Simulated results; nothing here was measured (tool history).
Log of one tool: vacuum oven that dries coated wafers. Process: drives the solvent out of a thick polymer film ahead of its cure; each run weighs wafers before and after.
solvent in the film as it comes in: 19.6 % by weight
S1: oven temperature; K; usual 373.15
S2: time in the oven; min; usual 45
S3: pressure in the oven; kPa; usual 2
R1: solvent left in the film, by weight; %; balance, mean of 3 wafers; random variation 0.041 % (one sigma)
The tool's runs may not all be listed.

run	hour	S1	S2	S3	R1
1	0	373.15	45	2	3.93
2	38.9	377.15	45	2	3.15
3	92.3	379.15	45	2	2.94
4	131.7	379.15	45	2	2.97
5	171	379.15	45	2	2.93
6	226.1	373.15	49	2	3.79
7	309.6	373.15	49	2	3.94
8	346	373.15	45	2	4.03
9	415.2	373.15	45	2	4
10	466.8	373.15	58	2	3.77
11	546.5	373.15	58	2	3.78
12	617.3	373.15	58	2	3.84
13	662.3	373.15	58	2	3.86
14	714.2	371.15	23	2.06	6.89
15	773.2	371.15	23	2.06	6.96
16	856.9	370.15	30	1.07	4.9
17	937.4	370.15	30	1.07	4.9
18	1000.8	380.15	30	7.81	10.16
19	1048.4	380.15	30	7.81	10.09
20	1117.3	367.15	45	4.77	10.89
21	1203.8	370.15	45	2	5.15

The next listed run, before its measurement:
22	1284.5	370.15	45	2	?

{"run 22": {"R1": 5.27}}
Without the tool's hidden state the same run would have given R1 4.15 %.
